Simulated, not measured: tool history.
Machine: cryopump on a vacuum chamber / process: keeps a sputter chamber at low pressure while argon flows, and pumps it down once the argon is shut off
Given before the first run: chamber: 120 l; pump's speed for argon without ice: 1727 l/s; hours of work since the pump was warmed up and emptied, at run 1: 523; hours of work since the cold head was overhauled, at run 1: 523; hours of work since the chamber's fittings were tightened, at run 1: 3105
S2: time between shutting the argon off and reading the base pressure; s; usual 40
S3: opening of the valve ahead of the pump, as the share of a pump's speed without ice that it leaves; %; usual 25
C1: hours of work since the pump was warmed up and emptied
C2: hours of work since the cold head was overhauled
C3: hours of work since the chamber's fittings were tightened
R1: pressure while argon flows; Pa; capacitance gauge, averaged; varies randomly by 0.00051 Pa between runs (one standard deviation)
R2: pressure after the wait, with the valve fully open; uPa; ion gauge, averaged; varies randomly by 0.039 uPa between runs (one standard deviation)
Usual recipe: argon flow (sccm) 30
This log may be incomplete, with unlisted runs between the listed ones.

Run 1, hour 0: usual settings; C1 523; C2 523; C3 3105. Result: R1 0.1227 Pa, R2 3.47 uPa.
Run 2, hour 38.9: usual settings but S3 27 %; C1 546; C2 546; C3 3128. Result: R1 0.1135 Pa, R2 3.42 uPa.
At hour 63.1: leaking fittings of the chamber tightened, without venting.
Run 3, hour 92.2: usual settings but argon flow (sccm) 50; C1 575; C2 575; C3 17. Result: R1 0.205 Pa, R2 2.23 uPa.
Run 4, hour 134.8: usual settings but argon flow (sccm) 50; C1 600; C2 600; C3 42. Result: R1 0.2032 Pa, R2 2.24 uPa.
Run 5, hour 187.9: usual settings but S3 48 %; C1 631; C2 631; C3 73. Result: R1 0.0665 Pa, R2 2.34 uPa.
Run 6, hour 232.7: usual settings but argon flow (sccm) 31; C1 657; C2 657; C3 99. Result: R1 0.1273 Pa, R2 2.33 uPa.
Run 7, hour 289.2: usual settings but S3 34 %; C1 690; C2 690; C3 132. Result: R1 0.0916 Pa, R2 2.41 uPa.
Run 8, hour 342.2: usual settings but S3 34 %; C1 721; C2 721; C3 162. Result: R1 0.0933 Pa, R2 2.3 uPa.
Run 9, hour 374.2: usual settings but S3 56 %; C1 740; C2 740; C3 181. Result: R1 0.0591 Pa, R2 2.39 uPa.
Run 10, hour 405.1: usual settings but S2 109 s; C1 757; C2 757; C3 199. Result: R1 0.124 Pa, R2 1.04 uPa.
Run 11, hour 458: usual settings but S2 109 s; C1 788; C2 788; C3 230. Result: R1 0.1246 Pa, R2 1.08 uPa.
Run 12, hour 518: usual settings but S2 109 s; C1 823; C2 823; C3 265. Result: R1 0.1235 Pa, R2 1.17 uPa.
Run 13, hour 565.2: usual settings but argon flow (sccm) 26, S3 29 %; C1 851; C2 851; C3 292. Result: R1 0.0948 Pa, R2 2.44 uPa.
Run 14, hour 628.3: usual settings but argon flow (sccm) 26, S2 119 s, S3 47 %; C1 887; C2 887; C3 329. Result: R1 0.0609 Pa, R2 1.07 uPa.
Run 15, hour 668.9: usual settings but argon flow (sccm) 26, S2 119 s, S3 47 %; C1 911; C2 911; C3 353. Result: R1 0.062 Pa, R2 1.07 uPa.

Run 16 has not been measured yet. What should we expect?
Run 16, hour 719.7: usual settings but argon flow (sccm) 19; C1 941; C2 941; C3 382. Result: R1 ?, R2 ?.

R1: 0.0796 Pa
R2: 2.47 uPa
On a tool with no hidden condition, and with the same random variation, this run would have come out at R1 0.0741 Pa, R2 2.22 uPa.

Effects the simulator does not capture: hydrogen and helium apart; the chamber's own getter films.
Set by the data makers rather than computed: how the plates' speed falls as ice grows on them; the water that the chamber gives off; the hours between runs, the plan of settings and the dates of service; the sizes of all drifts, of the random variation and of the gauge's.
